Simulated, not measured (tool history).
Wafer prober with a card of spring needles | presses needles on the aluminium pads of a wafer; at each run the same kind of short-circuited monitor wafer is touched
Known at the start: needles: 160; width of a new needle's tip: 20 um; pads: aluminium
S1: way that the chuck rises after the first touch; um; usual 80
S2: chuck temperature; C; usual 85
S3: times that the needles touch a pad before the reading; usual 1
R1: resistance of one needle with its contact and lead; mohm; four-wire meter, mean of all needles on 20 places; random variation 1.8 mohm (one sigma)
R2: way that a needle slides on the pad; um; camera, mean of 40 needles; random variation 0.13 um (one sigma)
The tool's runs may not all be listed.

Run 1, hour 0: usual settings. Result: R1 218 mohm, R2 16.19 um.
At hour 4.8: tips cleaned on abrasive film.
At hour 9.6: tips cleaned on abrasive film.
At hour 15.6: tips cleaned on abrasive film.
At hour 21.6: tips cleaned on abrasive film.
At hour 26.4: tips cleaned on abrasive film.
At hour 31.2: tips cleaned on abrasive film.
At hour 37.2: tips cleaned on abrasive film.
At hour 43.2: tips cleaned on abrasive film.
At hour 48: tips cleaned on abrasive film.
Run 2, hour 49: usual settings. Result: R1 218 mohm, R2 16.07 um.
At hour 53.8: tips cleaned on abrasive film.
At hour 58.6: tips cleaned on abrasive film.
At hour 64.6: tips cleaned on abrasive film.
At hour 69.4: tips cleaned on abrasive film.
At hour 74.2: tips cleaned on abrasive film.
At hour 79: tips cleaned on abrasive film.
At hour 85: tips cleaned on abrasive film.
Run 3, hour 88.2: usual settings. Result: R1 247 mohm, R2 15.69 um.
At hour 90.7: tips cleaned on abrasive film.
At hour 96.7: tips cleaned on abrasive film.
At hour 101.5: tips cleaned on abrasive film.
At hour 107.4: tips cleaned on abrasive film.
At hour 113.4: tips cleaned on abrasive film.
At hour 119.4: tips cleaned on abrasive film.
At hour 124.2: tips cleaned on abrasive film.
At hour 130.2: tips cleaned on abrasive film.
At hour 136.2: tips cleaned on abrasive film.
At hour 141: tips cleaned on abrasive film.
Run 4, hour 141.6: usual settings. Result: R1 212 mohm, R2 15.67 um.
At hour 146.4: tips cleaned on abrasive film.
At hour 151.2: tips cleaned on abrasive film.
At hour 156: tips cleaned on abrasive film.
At hour 160.8: tips cleaned on abrasive film.
At hour 166.8: tips cleaned on abrasive film.
At hour 172.8: tips cleaned on abrasive film.
Run 5, hour 173.6: usual settings. Result: R1 219 mohm, R2 15.33 um.
At hour 178.4: tips cleaned on abrasive film.
At hour 183.2: tips cleaned on abrasive film.
At hour 189.2: tips cleaned on abrasive film.
At hour 194: tips cleaned on abrasive film.
At hour 198.8: tips cleaned on abrasive film.
At hour 210.8: card fitted with new needles.
At hour 216.8: tips cleaned on abrasive film.
At hour 221.6: tips cleaned on abrasive film.
Run 6, hour 223.1: usual settings but S2 118 C. Result: R1 210 mohm, R2 16.27 um.
At hour 226.7: tips cleaned on abrasive film.
At hour 232.7: tips cleaned on abrasive film.
At hour 237.5: tips cleaned on abrasive film.
At hour 242.3: tips cleaned on abrasive film.
At hour 248.3: tips cleaned on abrasive film.
At hour 253.1: tips cleaned on abrasive film.
At hour 257.9: tips cleaned on abrasive film.
At hour 263.9: tips cleaned on abrasive film.
At hour 268.7: tips cleaned on abrasive film.
At hour 274.7: tips cleaned on abrasive film.
Run 7, hour 279.2: usual settings but S2 118 C. Result: R1 232 mohm, R2 15.92 um.
At hour 280.4: tips cleaned on abrasive film.
At hour 286.4: tips cleaned on abrasive film.
At hour 292.4: tips cleaned on abrasive film.
At hour 297.2: tips cleaned on abrasive film.
At hour 303.2: tips cleaned on abrasive film.
At hour 308: tips cleaned on abrasive film.
At hour 314: tips cleaned on abrasive film.
At hour 318.8: tips cleaned on abrasive film.
At hour 324.8: tips cleaned on abrasive film.
At hour 329.6: tips cleaned on abrasive film.
At hour 335.6: tips cleaned on abrasive film.
At hour 340.4: tips cleaned on abrasive film.
Run 8, hour 344.1: usual settings but S2 118 C. Result: R1 220 mohm, R2 15.8 um.
At hour 345.4: tips cleaned on abrasive film.
At hour 350.2: tips cleaned on abrasive film.
At hour 356.2: tips cleaned on abrasive film.
At hour 362.2: tips cleaned on abrasive film.
At hour 368.2: tips cleaned on abrasive film.
At hour 373: tips cleaned on abrasive film.
Run 9, hour 373.2: usual settings but S2 118 C. Result: R1 202 mohm, R2 15.95 um.
At hour 378: tips cleaned on abrasive film.
At hour 384: tips cleaned on abrasive film.
At hour 390: tips cleaned on abrasive film.
At hour 394.8: tips cleaned on abrasive film.
At hour 400.7: tips cleaned on abrasive film.
At hour 405.6: tips cleaned on abrasive film.
Run 10, hour 409.3: usual settings but S1 68 um, S2 36 C. Result: R1 231 mohm, R2 13.58 um.
At hour 410.5: tips cleaned on abrasive film.
At hour 416.5: tips cleaned on abrasive film.
At hour 422.5: tips cleaned on abrasive film.
At hour 428.5: tips cleaned on abrasive film.
At hour 433.3: tips cleaned on abrasive film.
At hour 439.3: tips cleaned on abrasive film.
At hour 444.1: tips cleaned on abrasive film.
At hour 450.1: tips cleaned on abrasive film.
At hour 454.9: tips cleaned on abrasive film.
At hour 460.9: tips cleaned on abrasive film.
At hour 465.7: tips cleaned on abrasive film.
At hour 471.6: tips cleaned on abrasive film.
At hour 476.5: tips cleaned on abrasive film.
Run 11, hour 480.1: usual settings but S1 68 um, S2 36 C. Result: R1 230 mohm, R2 13.25 um.
At hour 481.3: tips cleaned on abrasive film.
At hour 481.6: height of the first contact set anew.
At hour 487.6: tips cleaned on abrasive film.
At hour 492.4: tips cleaned on abrasive film.
At hour 498.4: tips cleaned on abrasive film.
At hour 503.2: tips cleaned on abrasive film.
At hour 509.2: tips cleaned on abrasive film.
At hour 514: tips cleaned on abrasive film.
Run 12, hour 514.5: usual settings but S1 68 um, S2 36 C. Result: R1 200 mohm, R2 12.96 um.
At hour 519.4: tips cleaned on abrasive film.
At hour 525.3: tips cleaned on abrasive film.
At hour 530.1: tips cleaned on abrasive film.
At hour 536.1: tips cleaned on abrasive film.
At hour 542.1: tips cleaned on abrasive film.
At hour 548.1: tips cleaned on abrasive film.
At hour 552.9: tips cleaned on abrasive film.
At hour 558.9: tips cleaned on abrasive film.
At hour 563.7: tips cleaned on abrasive film.
Run 13, hour 566.2: usual settings but S1 68 um, S2 36 C. Result: R1 224 mohm, R2 12.78 um.
At hour 568.7: tips cleaned on abrasive film.
At hour 573.5: tips cleaned on abrasive film.
At hour 576.1: height of the first contact set anew, once more.
At hour 579.8: tips cleaned on abrasive film.
At hour 585.8: tips cleaned on abrasive film.
At hour 591.7: tips cleaned on abrasive film.
At hour 597.7: tips cleaned on abrasive film.
At hour 602.5: tips cleaned on abrasive film.
Run 14, hour 605.4: usual settings but S1 75 um, S2 60 C. Result: R1 223 mohm, R2 15.11 um.
At hour 607.8: tips cleaned on abrasive film.
At hour 612.6: tips cleaned on abrasive film.
At hour 618.6: tips cleaned on abrasive film.
At hour 624.6: tips cleaned on abrasive film.
At hour 629.4: tips cleaned on abrasive film.
At hour 634.2: tips cleaned on abrasive film.
At hour 639: tips cleaned on abrasive film.
Run 15, hour 640: usual settings but S1 96 um. Result: R1 199 mohm, R2 19.47 um.
At hour 644.8: tips cleaned on abrasive film.
At hour 649.6: tips cleaned on abrasive film.
At hour 655.6: tips cleaned on abrasive film.
At hour 661.6: tips cleaned on abrasive film.
At hour 666.4: tips cleaned on abrasive film.
At hour 672.4: tips cleaned on abrasive film.
Run 16, hour 673.6: usual settings but S1 93 um, S2 117 C. Result: R1 211 mohm, R2 18.54 um.
At hour 677.3: tips cleaned on abrasive film.
At hour 683.2: tips cleaned on abrasive film.
At hour 688: tips cleaned on abrasive film.
At hour 694: tips cleaned on abrasive film.
At hour 700: tips cleaned on abrasive film.
At hour 706: tips cleaned on abrasive film.
At hour 710.8: tips cleaned on abrasive film.
Run 17, hour 714.4: usual settings but S1 67 um. Result: R1 241 mohm, R2 13.67 um.

The same runs without the tool's hidden state, with the same run-to-run variation:
The hidden state here: debris on the tips, nm; way that the needles fall short of the set height, um; tips' diameter, um; drift of the gauge itself on contact_mohm, %; drift of the gauge itself on scrub_um, %.
run   R1     R2
  1  189  16.49
  2  189  16.49
  3  192  16.19
  4  189  16.31
  5  188  16.07
  6  195   16.3
  7  198  16.08
  8  191  16.12
  9  195  16.35
 10  180  14.06
 11  177  13.92
 12  182  13.91
 13  180  13.84
 14  188  15.18
 15  187  19.65
 16  195  18.79
 17  190  14.02
